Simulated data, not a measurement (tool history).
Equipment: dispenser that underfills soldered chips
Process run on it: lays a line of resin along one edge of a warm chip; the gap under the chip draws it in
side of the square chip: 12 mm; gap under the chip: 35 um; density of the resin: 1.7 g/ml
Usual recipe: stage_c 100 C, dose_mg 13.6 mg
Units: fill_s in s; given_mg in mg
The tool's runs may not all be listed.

{"run": 1, "hour": 0.0, "stage_c": 100, "dose_mg": 13.6, "fill_s": 288.6, "given_mg": 13.05}
{"run": 2, "hour": 4.1, "stage_c": 100, "dose_mg": 13.6, "fill_s": 345.7, "given_mg": 13.08}
{"run": 3, "hour": 11.1, "stage_c": 100, "dose_mg": 13.6, "fill_s": 486.2, "given_mg": 13.11}
{"hour": 16.0, "done": "new syringe of resin"}
{"run": 4, "hour": 16.0, "stage_c": 100, "dose_mg": 13.6, "fill_s": 239.9, "given_mg": 13.02}
{"hour": 18.9, "done": "dispensing valve cleaned and set on the balance"}
{"run": 5, "hour": 23.5, "stage_c": 100, "dose_mg": 13.6, "fill_s": 329.5, "given_mg": 13.41}
{"run": 6, "hour": 30.4, "stage_c": 100, "dose_mg": 13.6, "fill_s": 454.7, "given_mg": 13.54}
{"run": 7, "hour": 33.7, "stage_c": 100, "dose_mg": 13.6, "fill_s": 517.0, "given_mg": 13.42}
{"hour": 37.2, "done": "new syringe of resin"}
{"run": 8, "hour": 40.3, "stage_c": 100, "dose_mg": 13.6, "fill_s": 278.4, "given_mg": 13.54}
{"run": 9, "hour": 47.6, "stage_c": 100, "dose_mg": 13.6, "fill_s": 396.4, "given_mg": 13.31}
{"run": 10, "hour": 53.7, "stage_c": 100, "dose_mg": 13.6, "fill_s": 519.4, "given_mg": 13.41}
{"hour": 57.3, "done": "new syringe of resin"}
{"run": 11, "hour": 59.3, "stage_c": 100, "dose_mg": 13.6, "fill_s": 264.6, "given_mg": 13.46}
{"run": 12, "hour": 64.7, "stage_c": 100, "dose_mg": 13.6, "fill_s": 339.9, "given_mg": 13.4}
{"run": 13, "hour": 71.0, "stage_c": 100, "dose_mg": 13.6, "fill_s": 459.1, "given_mg": 13.43}
{"run": 14, "hour": 76.8, "stage_c": 100, "dose_mg": 13.6, "fill_s": 597.0, "given_mg": 13.23}
{"hour": 77.7, "done": "new syringe of resin"}
{"run": 15, "hour": 81.7, "stage_c": 100, "dose_mg": 13.6, "fill_s": 289.7, "given_mg": 13.4}
{"run": 16, "hour": 85.9, "stage_c": 100, "dose_mg": 13.6, "fill_s": 351.1, "given_mg": 13.47}
{"run": 17, "hour": 92.0, "stage_c": 112, "dose_mg": 13.6, "fill_s": 328.7, "given_mg": 13.31}
{"hour": 97.7, "done": "new syringe of resin"}
{"run": 18, "hour": 97.8, "stage_c": 112, "dose_mg": 13.6, "fill_s": 166.9, "given_mg": 13.29}
{"run": 19, "hour": 105.0, "stage_c": 99, "dose_mg": 13.6, "fill_s": 354.5, "given_mg": 13.3}
{"run": 20, "hour": 111.1, "stage_c": 99, "dose_mg": 13.6, "fill_s": 470.4, "given_mg": 13.17}
{"run": 21, "hour": 116.5, "stage_c": 110, "dose_mg": 14.5, "fill_s": 425.5, "given_mg": 14.06}
{"hour": 117.9, "done": "new syringe of resin"}
{"run": 22, "hour": 120.6, "stage_c": 110, "dose_mg": 14.5, "fill_s": 199.2, "given_mg": 14.1}
{"run": 23, "hour": 127.2, "stage_c": 108, "dose_mg": 15.3, "fill_s": 286.0, "given_mg": 14.9}

Run 24 comes next. What will it give?
{"run": 24, "hour": 132.6, "stage_c": 106, "dose_mg": 14.2, "fill_s": "?", "given_mg": "?"}

Run 24 yielded fill_s 396.9 s, given_mg 13.79 mg.
Take away the tool's hidden state, keep the run-to-run variation as it was, and the same run would have given fill_s 196.1 s, given_mg 14.24 mg.

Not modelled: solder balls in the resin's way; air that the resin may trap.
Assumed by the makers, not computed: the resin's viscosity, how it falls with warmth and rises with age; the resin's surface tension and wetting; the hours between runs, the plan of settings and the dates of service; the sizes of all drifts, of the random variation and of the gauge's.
